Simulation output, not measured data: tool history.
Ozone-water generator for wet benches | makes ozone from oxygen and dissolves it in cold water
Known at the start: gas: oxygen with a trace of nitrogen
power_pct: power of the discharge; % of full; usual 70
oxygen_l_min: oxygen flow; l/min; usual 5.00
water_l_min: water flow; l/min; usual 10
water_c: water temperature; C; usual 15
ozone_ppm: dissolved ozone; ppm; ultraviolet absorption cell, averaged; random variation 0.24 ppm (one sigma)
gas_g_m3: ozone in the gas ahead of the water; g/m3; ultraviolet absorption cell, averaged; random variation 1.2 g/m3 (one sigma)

{"run": 1, "hour": 0.0, "power_pct": 70, "oxygen_l_min": 5.0, "water_l_min": 10, "water_c": 15, "ozone_ppm": 32.4, "gas_g_m3": 202.8}
{"run": 2, "hour": 58.0, "power_pct": 70, "oxygen_l_min": 5.0, "water_l_min": 10, "water_c": 15, "ozone_ppm": 32.3, "gas_g_m3": 201.6}
{"run": 3, "hour": 126.8, "power_pct": 63, "oxygen_l_min": 5.0, "water_l_min": 10, "water_c": 15, "ozone_ppm": 29.4, "gas_g_m3": 187.1}
{"run": 4, "hour": 181.3, "power_pct": 70, "oxygen_l_min": 5.0, "water_l_min": 10, "water_c": 15, "ozone_ppm": 31.7, "gas_g_m3": 201.3}
{"run": 5, "hour": 226.1, "power_pct": 70, "oxygen_l_min": 7.86, "water_l_min": 10, "water_c": 15, "ozone_ppm": 31.4, "gas_g_m3": 169.0}
{"run": 6, "hour": 264.8, "power_pct": 70, "oxygen_l_min": 3.66, "water_l_min": 10, "water_c": 15, "ozone_ppm": 31.4, "gas_g_m3": 226.0}
{"run": 7, "hour": 327.2, "power_pct": 70, "oxygen_l_min": 3.66, "water_l_min": 10, "water_c": 15, "ozone_ppm": 31.4, "gas_g_m3": 226.7}
{"run": 8, "hour": 381.3, "power_pct": 70, "oxygen_l_min": 3.66, "water_l_min": 10, "water_c": 15, "ozone_ppm": 31.5, "gas_g_m3": 228.1}
{"run": 9, "hour": 450.8, "power_pct": 70, "oxygen_l_min": 5.0, "water_l_min": 10, "water_c": 9, "ozone_ppm": 35.5, "gas_g_m3": 200.6}
{"run": 10, "hour": 480.0, "power_pct": 70, "oxygen_l_min": 7.16, "water_l_min": 10, "water_c": 15, "ozone_ppm": 31.5, "gas_g_m3": 173.4}
{"run": 11, "hour": 540.0, "power_pct": 70, "oxygen_l_min": 7.16, "water_l_min": 10, "water_c": 15, "ozone_ppm": 31.1, "gas_g_m3": 174.1}
{"hour": 547.0, "done": "water thermometer calibrated"}
{"run": 12, "hour": 609.4, "power_pct": 70, "oxygen_l_min": 7.16, "water_l_min": 10, "water_c": 15, "ozone_ppm": 31.2, "gas_g_m3": 173.6}
{"run": 13, "hour": 639.4, "power_pct": 70, "oxygen_l_min": 7.16, "water_l_min": 10, "water_c": 15, "ozone_ppm": 31.0, "gas_g_m3": 172.9}
{"run": 14, "hour": 678.8, "power_pct": 70, "oxygen_l_min": 5.0, "water_l_min": 10, "water_c": 15, "ozone_ppm": 31.5, "gas_g_m3": 198.9}
{"run": 15, "hour": 740.4, "power_pct": 70, "oxygen_l_min": 5.0, "water_l_min": 10, "water_c": 21, "ozone_ppm": 27.8, "gas_g_m3": 198.3}
{"run": 16, "hour": 773.7, "power_pct": 70, "oxygen_l_min": 5.0, "water_l_min": 10, "water_c": 15, "ozone_ppm": 31.3, "gas_g_m3": 197.4}
{"run": 17, "hour": 825.7, "power_pct": 70, "oxygen_l_min": 5.0, "water_l_min": 10, "water_c": 15, "ozone_ppm": 31.2, "gas_g_m3": 200.1}
{"run": 18, "hour": 868.6, "power_pct": 70, "oxygen_l_min": 5.0, "water_l_min": 8, "water_c": 11, "ozone_ppm": 38.8, "gas_g_m3": 200.8}
{"hour": 907.3, "done": "water thermometer calibrated, once more"}
{"run": 19, "hour": 930.0, "power_pct": 97, "oxygen_l_min": 5.0, "water_l_min": 9, "water_c": 22, "ozone_ppm": 37.7, "gas_g_m3": 252.8}
{"run": 20, "hour": 1000.1, "power_pct": 97, "oxygen_l_min": 5.0, "water_l_min": 9, "water_c": 22, "ozone_ppm": 37.2, "gas_g_m3": 253.9}
{"run": 21, "hour": 1039.5, "power_pct": 58, "oxygen_l_min": 3.04, "water_l_min": 7, "water_c": 7, "ozone_ppm": 38.1, "gas_g_m3": 208.2}
{"run": 22, "hour": 1085.0, "power_pct": 70, "oxygen_l_min": 4.77, "water_l_min": 10, "water_c": 11, "ozone_ppm": 33.7, "gas_g_m3": 203.1}
{"run": 23, "hour": 1142.3, "power_pct": 70, "oxygen_l_min": 4.77, "water_l_min": 10, "water_c": 11, "ozone_ppm": 33.9, "gas_g_m3": 200.4}
{"run": 24, "hour": 1176.8, "power_pct": 53, "oxygen_l_min": 3.57, "water_l_min": 10, "water_c": 15, "ozone_ppm": 24.4, "gas_g_m3": 179.6}
{"run": 25, "hour": 1227.2, "power_pct": 94, "oxygen_l_min": 5.0, "water_l_min": 10, "water_c": 11, "ozone_ppm": 42.1, "gas_g_m3": 245.7}
{"run": 26, "hour": 1257.9, "power_pct": 41, "oxygen_l_min": 5.0, "water_l_min": 8, "water_c": 15, "ozone_ppm": 23.6, "gas_g_m3": 129.7}
{"run": 27, "hour": 1320.3, "power_pct": 49, "oxygen_l_min": 5.0, "water_l_min": 10, "water_c": 22, "ozone_ppm": 20.6, "gas_g_m3": 149.7}
{"run": 28, "hour": 1350.3, "power_pct": 73, "oxygen_l_min": 5.0, "water_l_min": 13, "water_c": 22, "ozone_ppm": 23.5, "gas_g_m3": 203.3}
{"run": 29, "hour": 1403.1, "power_pct": 72, "oxygen_l_min": 5.0, "water_l_min": 13, "water_c": 16, "ozone_ppm": 25.7, "gas_g_m3": 199.1}
{"run": 30, "hour": 1442.1, "power_pct": 48, "oxygen_l_min": 6.2, "water_l_min": 14, "water_c": 13, "ozone_ppm": 18.8, "gas_g_m3": 134.4}

Run 31 comes next. What will it give?
{"run": 31, "hour": 1508.9, "power_pct": 70, "oxygen_l_min": 7.8, "water_l_min": 10, "water_c": 14, "ozone_ppm": "?", "gas_g_m3": "?"}

ozone_ppm: 31.1 ppm
gas_g_m3: 163.7 g/m3
Without the tool's hidden state the same run would have given ozone_ppm 35.9 ppm, gas_g_m3 179.4 g/m3.
